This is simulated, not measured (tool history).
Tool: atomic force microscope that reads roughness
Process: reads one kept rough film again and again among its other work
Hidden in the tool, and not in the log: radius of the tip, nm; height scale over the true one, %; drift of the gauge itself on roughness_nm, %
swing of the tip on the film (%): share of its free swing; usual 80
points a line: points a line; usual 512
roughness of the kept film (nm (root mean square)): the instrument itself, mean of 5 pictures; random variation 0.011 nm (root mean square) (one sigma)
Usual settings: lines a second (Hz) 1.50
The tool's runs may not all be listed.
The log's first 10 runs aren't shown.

run     day  lines a second (Hz)  swing of the tip on the film (%)  points a line  pictures with this tip  hours of work since the height scale was calibrated  roughness of the kept film (nm (root mean square))
      9.112  -- new tip fitted
 11   9.321                 1.50                                59            512                       8                                                  876                                               2.717
 12  10.062                 1.50                                80            549                      37                                                  886                                               2.348
 13  10.950                 1.50                                80            512                      71                                                  899                                               2.220
 14  11.929                 1.50                                80            512                     108                                                  912                                               2.098
     12.638  -- new tip fitted
 15  12.988                 1.50                                80            512                      13                                                  927                                               2.455
 16  13.625                 1.50                                80            512                      37                                                  936                                               2.336
 17  14.458                 1.50                                80            512                      69                                                  947                                               2.198
 18  15.721                 1.50                                80            512                     118                                                  965                                               2.045
     16.079  -- new tip fitted
 19  16.571                 1.03                                81            512                      18                                                  977                                               2.530
 20  17.312                 1.03                                79            512                      47                                                  987                                               2.423
 21  18.188                 3.84                                80            579                      80                                                  999                                               1.847
     18.304  -- height scale calibrated on a step standard
 22  19.471                 3.84                                76            432                     128                                                   16                                               1.776
     19.621  -- new tip fitted
     20.321  -- height scale calibrated on a step standard, once more
 23  20.912                 3.84                                72            357                      48                                                    8                                               2.126
 24  22.267                 0.66                                67            424                     100                                                   27                                               2.334
     23.162  -- new tip fitted
 25  23.496                 0.89                                62            948                      13                                                   44                                               2.735
 26  24.521                 2.20                                66            389                      52                                                   58                                               2.379
 27  25.529                 3.87                                79            389                      91                                                   72                                               1.791
 28  26.246                 3.87                                79            389                     118                                                   82                                               1.734
     26.642  -- new tip fitted
 29  27.317                 3.87                                79            389                      26                                                   97                                               2.032
 30  28.758                 3.87                                76            612                      82                                                  117                                               1.909
 31  29.788                 0.92                                57            261                     121                                                  131                                               2.286
     30.138  -- new tip fitted
 32  30.600                 1.33                                71            881                      17                                                  142                                               2.592
 33  31.983                 1.74                                81            547                      70                                                  162                                               2.141
 34  32.921                 1.74                                81            547                     106                                                  175                                               2.037
     33.608  -- new tip fitted
 35  33.971                 1.74                                81            547                      13                                                  189                                               2.412

3 ways to go on from here, each from the tool as it stands after run 35. What would each give?
  A  35.221                 1.50                                88            857                      61                                                  206                                                   ?
  B  35.221                 1.50                                87            726                      61                                                  206                                                   ?
  C  35.221                 2.97                                68            547                      61                                                  206                                                   ?

run  roughness of the kept film (nm (root mean square))
  A                                               2.139
  B                                               2.183
  C                                               2.266
Without the tool's hidden state the same runs would have given:
run  roughness of the kept film (nm (root mean square))
  A                                               2.377
  B                                               2.425
  C                                               2.518

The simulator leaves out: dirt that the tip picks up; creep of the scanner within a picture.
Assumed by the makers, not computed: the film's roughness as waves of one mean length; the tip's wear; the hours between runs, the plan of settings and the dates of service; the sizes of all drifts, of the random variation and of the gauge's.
